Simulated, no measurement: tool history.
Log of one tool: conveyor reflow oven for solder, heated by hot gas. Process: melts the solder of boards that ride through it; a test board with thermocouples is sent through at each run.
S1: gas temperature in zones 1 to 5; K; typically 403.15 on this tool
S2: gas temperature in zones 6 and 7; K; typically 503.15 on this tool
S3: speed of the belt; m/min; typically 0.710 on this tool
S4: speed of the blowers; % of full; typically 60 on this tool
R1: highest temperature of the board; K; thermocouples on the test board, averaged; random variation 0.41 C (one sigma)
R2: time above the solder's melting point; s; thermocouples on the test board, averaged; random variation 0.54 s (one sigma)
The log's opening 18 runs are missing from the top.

run   hour      S1      S2     S3  S4      R1    R2
 19  325.8  399.15  503.15  0.830  60  473.15  23.7
 20  339.5  401.15  510.15  0.674  56  486.45  45.2
 21  350.3  401.15  510.15  0.674  56  486.65  45.7
 22  360.7  410.15  501.15  0.595  60  486.45  56.6
 23  370.9  410.15  501.15  0.595  60  485.55  55.8
 24  393.2  393.15  503.15  0.577  60  486.25  53.1
 25  407.3  391.15  503.15  0.577  68  487.95  55.4
 26  429.7  408.15  509.15  0.660  54  487.15  49.9
 27  451.3  408.15  509.15  0.660  54  486.95  50.4
 28  473.7  396.15  505.15  0.701  87  490.25  47.6
 29  488.3  396.15  503.15  0.710  56  477.25  33.8
 30  499.4  396.15  503.15  0.710  56  478.15  33.4
 31  511.4  396.15  512.15  0.710  56  485.05  40.9

Forecast each of these 4 alternatives for the next run:
  A  531.3  396.15  493.15  0.710  56   ?   ?
  B  531.3  403.15  507.15  0.622  63   ?   ?
  C  531.3  403.15  503.15  0.710  64   ?   ?
  D  531.3  413.15  503.15  0.715  52   ?   ?

run      R1    R2
  A  468.75  24.4
  B  489.75  55.8
  C  482.05  41.1
  D  480.05  40.7
With no hidden state in the tool, these same runs would have given:
run      R1    R2
  A  468.65  24.4
  B  489.75  55.7
  C  482.05  41.0
  D  480.05  40.7

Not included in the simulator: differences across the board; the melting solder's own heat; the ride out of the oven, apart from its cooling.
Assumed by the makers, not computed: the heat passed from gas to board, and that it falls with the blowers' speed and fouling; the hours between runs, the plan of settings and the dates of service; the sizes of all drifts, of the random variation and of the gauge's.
